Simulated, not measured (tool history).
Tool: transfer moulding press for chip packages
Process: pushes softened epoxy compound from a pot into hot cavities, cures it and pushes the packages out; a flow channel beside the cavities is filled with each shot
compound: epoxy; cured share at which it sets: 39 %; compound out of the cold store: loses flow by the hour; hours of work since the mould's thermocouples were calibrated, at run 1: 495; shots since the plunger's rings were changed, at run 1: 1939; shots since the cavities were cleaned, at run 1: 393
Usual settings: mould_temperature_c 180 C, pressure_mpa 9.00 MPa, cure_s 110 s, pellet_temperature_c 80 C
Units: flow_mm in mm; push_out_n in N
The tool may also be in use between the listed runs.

run	day	mould_temperature_c	pressure_mpa	cure_s	pellet_temperature_c	hours of work since the mould's thermocouples were calibrated	shots since the plunger's rings were changed	shots since the cavities were cleaned	incoming compound's hours out of the cold store	flow_mm	push_out_n
1	0.000	180	9.00	110	80	495	1939	393	30.9	681	876
# day 1.379: cavities cleaned with cleaning compound and waxed
2	1.900	180	9.00	110	80	525	2471	150	22.5	700	794
# day 4.283: cavities cleaned with cleaning compound and waxed
3	4.283	180	9.00	110	80	563	3143	0	15.7	720	659
4	6.079	180	9.00	110	73	592	3662	519	45.5	629	919
# day 6.738: mould's thermocouples calibrated
# day 7.100: cavities cleaned with cleaning compound and waxed
5	8.279	180	9.00	110	73	24	4257	341	18.3	696	908
# day 8.725: plunger's sealing rings changed
# day 9.988: cavities cleaned with cleaning compound and waxed
6	11.700	184	9.00	110	80	77	842	495	37.8	673	768
# day 12.758: cavities cleaned with cleaning compound and waxed
7	13.850	180	9.00	110	80	111	1447	316	17.0	729	877
# day 15.500: cavities cleaned with cleaning compound and waxed
8	15.825	180	9.00	110	80	142	2000	94	42.1	654	720
# day 18.296: cavities cleaned with cleaning compound and waxed
9	18.688	180	9.00	110	80	188	2812	114	15.0	726	759
10	20.371	188	9.00	110	80	215	3299	601	12.0	717	703
# day 21.133: cavities cleaned with cleaning compound and waxed
11	22.458	180	9.00	110	80	248	3885	383	35.5	654	871
# day 23.950: cavities cleaned with cleaning compound and waxed
# day 24.208: plunger's sealing rings changed
12	24.208	180	9.00	110	80	274	0	45	9.0	778	736
13	26.538	180	9.00	110	80	312	674	719	36.6	681	983
# day 26.821: cavities cleaned with cleaning compound and waxed
14	28.942	180	9.00	110	80	350	1352	614	11.2	750	1030
# day 29.638: cavities cleaned with cleaning compound and waxed
15	31.704	183	9.15	110	80	394	2134	599	9.8	750	861
# day 32.438: cavities cleaned with cleaning compound and waxed
16	34.362	183	9.15	110	80	437	2885	557	20.2	708	859
# day 35.288: cavities cleaned with cleaning compound and waxed
17	36.262	183	9.15	110	80	467	3417	282	40.8	653	730
# day 38.221: cavities cleaned with cleaning compound and waxed
18	38.754	174	9.15	148	80	506	4120	154	18.6	713	644
# day 39.712: plunger's sealing rings changed
# day 41.138: cavities cleaned with cleaning compound and waxed
19	41.304	174	9.15	148	80	545	444	49	15.2	769	555
# day 43.917: cavities cleaned with cleaning compound and waxed
20	43.917	174	9.15	148	80	587	1182	0	23.4	727	570
# day 44.883: mould's thermocouples calibrated
# day 46.850: cavities cleaned with cleaning compound and waxed
21	47.054	177	8.14	98	80	34	2048	59	18.3	687	1116
22	48.446	177	8.14	98	80	57	2451	462	31.9	649	1353
# day 49.583: cavities cleaned with cleaning compound and waxed
23	50.638	177	8.14	136	80	92	3067	304	38.0	624	671
# day 52.317: cavities cleaned with cleaning compound and waxed
24	52.317	180	8.14	102	86	118	3536	0	35.2	627	711
# day 55.258: plunger's sealing rings changed
# day 55.321: cavities cleaned with cleaning compound and waxed
25	55.717	187	9.00	127	80	171	115	115	22.2	719	543
26	57.688	177	9.00	104	85	203	685	685	16.7	741	1380
# day 58.233: cavities cleaned with cleaning compound and waxed
27	60.762	183	10.31	91	80	252	1557	732	21.1	766	1320

3 ways to go on from here, each from the tool as it stands after run 27. What would each give?
# day 60.979: cavities cleaned with cleaning compound and waxed
A	63.404	183	8.98	91	80	294	2304	703	38.4	?	?
# day 60.979: cavities cleaned with cleaning compound and waxed
B	63.404	176	9.00	110	72	294	2304	703	11.8	?	?
# day 60.979: cavities cleaned with cleaning compound and waxed
C	63.404	175	8.94	110	80	294	2304	703	33.8	?	?

run	flow_mm	push_out_n
A	655	1220
B	750	1340
C	672	1297
Without the tool's hidden state the same runs would have given:
run	flow_mm	push_out_n
A	676	776
B	774	846
C	693	822
